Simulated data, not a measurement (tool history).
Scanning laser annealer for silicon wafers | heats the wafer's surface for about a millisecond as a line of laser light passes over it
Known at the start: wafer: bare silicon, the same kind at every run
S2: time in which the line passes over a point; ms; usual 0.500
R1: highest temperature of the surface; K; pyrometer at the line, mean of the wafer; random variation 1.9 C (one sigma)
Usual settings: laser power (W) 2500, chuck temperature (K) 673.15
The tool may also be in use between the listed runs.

Run 1, hour 0.0: usual settings. Result: R1 1457.15 K.
Run 2, hour 10.3: usual settings but chuck temperature (K) 636.15. Result: R1 1418.15 K.
Run 3, hour 16.4: usual settings. Result: R1 1453.15 K.
Run 4, hour 22.9: usual settings. Result: R1 1455.15 K.
Run 5, hour 31.2: usual settings. Result: R1 1453.15 K.
Run 6, hour 41.2: usual settings. Result: R1 1455.15 K.
At hour 44.8: laser's power meter calibrated.
Run 7, hour 49.2: usual settings but S2 0.490 ms. Result: R1 1442.15 K.
Run 8, hour 60.0: usual settings but S2 0.490 ms. Result: R1 1444.15 K.
Run 9, hour 68.9: usual settings but laser power (W) 2302. Result: R1 1373.15 K.
Run 10, hour 75.6: usual settings but laser power (W) 2302. Result: R1 1373.15 K.
Run 11, hour 83.1: usual settings but S2 0.401 ms, chuck temperature (K) 704.15. Result: R1 1385.15 K.
Run 12, hour 93.3: usual settings but laser power (W) 2482. Result: R1 1446.15 K.
Run 13, hour 104.3: usual settings but laser power (W) 2582, S2 0.561 ms. Result: R1 1545.15 K.
At hour 110.4: laser's power meter calibrated, once more.
Run 14, hour 113.8: usual settings but chuck temperature (K) 671.15. Result: R1 1448.15 K.
Run 15, hour 120.3: usual settings but chuck temperature (K) 671.15. Result: R1 1453.15 K.
Run 16, hour 127.7: usual settings but laser power (W) 2301, S2 0.430 ms, chuck temperature (K) 696.15. Result: R1 1332.15 K.
Run 17, hour 133.1: usual settings but S2 0.553 ms. Result: R1 1500.15 K.

3 ways to go on from here, each from the tool as it stands after run 17. What would each give?
Run A, hour 140.9: usual settings but S2 0.394 ms. Result: R1 ?.
Run B, hour 140.9: usual settings but S2 0.553 ms, chuck temperature (K) 658.15. Result: R1 ?.
Run C, hour 140.9: usual settings but laser power (W) 2616, S2 0.553 ms, chuck temperature (K) 680.15. Result: R1 ?.

run       R1
  A  1345.15
  B  1483.15
  C  1556.15
Without the tool's hidden state the same runs would have given:
run       R1
  A  1374.15
  B  1518.15
  C  1595.15
